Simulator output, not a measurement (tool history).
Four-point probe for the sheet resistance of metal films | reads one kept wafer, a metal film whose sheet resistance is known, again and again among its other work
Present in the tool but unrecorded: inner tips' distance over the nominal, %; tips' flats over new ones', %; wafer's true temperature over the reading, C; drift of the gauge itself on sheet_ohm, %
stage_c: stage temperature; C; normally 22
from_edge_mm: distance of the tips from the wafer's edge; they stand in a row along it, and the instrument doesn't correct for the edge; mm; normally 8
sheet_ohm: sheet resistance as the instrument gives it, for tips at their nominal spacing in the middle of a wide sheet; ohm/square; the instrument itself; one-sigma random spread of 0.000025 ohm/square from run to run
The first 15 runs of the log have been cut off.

run	hour	stage_c	from_edge_mm	touches since the probe head was changed	hours of work since the stage's thermometer was calibrated	sheet_ohm
16	637.1	22	8	42467	83	0.125725
17	694.0	22	3	43689	126	0.128204
18	736.4	22	24	44601	159	0.125267
19	790.4	22	24	45760	200	0.125252
20	815.8	22	24	46305	220	0.125240
21	860.8	33	8	47271	254	0.125620
22	911.8	27	72	48367	293	0.125141
23	957.8	29	31	49354	328	0.125179
24	1016.5	20	23	50616	373	0.125114
25	1056.0	20	23	51463	403	0.125078
26	1084.9	20	46	52084	425	0.125082
27	1136.0	24	8	53183	465	0.125468
28	1187.5	24	8	54289	504	0.125468
29	1247.6	30	6	55579	550	0.125799
30	1302.5	30	6	56758	592	0.125803
31	1350.4	30	5	57787	629	0.126074

3 ways to go on from here, each from the tool as it stands after run 31. What would each give?
A	1388.0	20	34	58594	657	?
B	1388.0	27	7	58594	657	?
C	1388.0	22	24	58594	657	?

run	sheet_ohm
A	0.124956
B	0.125532
C	0.125020
With no hidden state in the tool, these same runs would have given:
run	sheet_ohm
A	0.126104
B	0.126685
C	0.126169
